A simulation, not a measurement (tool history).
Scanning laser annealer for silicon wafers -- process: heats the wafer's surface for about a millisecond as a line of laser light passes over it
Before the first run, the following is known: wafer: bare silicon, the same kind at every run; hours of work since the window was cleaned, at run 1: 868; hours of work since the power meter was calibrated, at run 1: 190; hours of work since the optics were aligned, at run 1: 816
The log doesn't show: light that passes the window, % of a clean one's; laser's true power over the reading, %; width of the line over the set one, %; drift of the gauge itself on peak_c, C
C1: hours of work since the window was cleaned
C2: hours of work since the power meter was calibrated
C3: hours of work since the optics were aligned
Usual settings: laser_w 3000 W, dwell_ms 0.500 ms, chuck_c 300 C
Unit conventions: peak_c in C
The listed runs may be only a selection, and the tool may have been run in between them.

Run 1, hour 0.0: usual settings; C1 868; C2 190; C3 816. Result: peak_c 1000 C.
At hour 21.6: window over the wafer cleaned.
Run 2, hour 64.0: usual settings; C1 24; C2 225; C3 852. Result: peak_c 1028 C.
Run 3, hour 136.1: usual settings; C1 66; C2 267; C3 893. Result: peak_c 1027 C.
Run 4, hour 181.8: usual settings but chuck_c 297 C; C1 93; C2 294; C3 920. Result: peak_c 1022 C.
Run 5, hour 257.3: usual settings but chuck_c 326 C; C1 136; C2 337; C3 963. Result: peak_c 1050 C.
Run 6, hour 333.5: usual settings but chuck_c 326 C; C1 180; C2 381; C3 1008. Result: peak_c 1049 C.
Run 7, hour 406.8: usual settings but dwell_ms 0.361 ms, chuck_c 326 C; C1 223; C2 424; C3 1050. Result: peak_c 932 C.
Run 8, hour 445.0: usual settings but dwell_ms 0.361 ms, chuck_c 326 C; C1 245; C2 446; C3 1072. Result: peak_c 931 C.
Run 9, hour 498.2: usual settings; C1 276; C2 477; C3 1103. Result: peak_c 1015 C.
Run 10, hour 568.5: usual settings but chuck_c 277 C; C1 316; C2 517; C3 1143. Result: peak_c 994 C.
Run 11, hour 615.8: usual settings but dwell_ms 0.524 ms; C1 344; C2 545; C3 1171. Result: peak_c 1035 C.

What does the tool deliver on the next run?
Run 12, hour 678.0: usual settings but dwell_ms 0.524 ms; C1 380; C2 580; C3 1207. Result: peak_c ?.

Run 12 produced peak_c 1029 C.
Take away the tool's hidden state, keep the run-to-run variation as it was, and the same run would have given peak_c 1056 C.
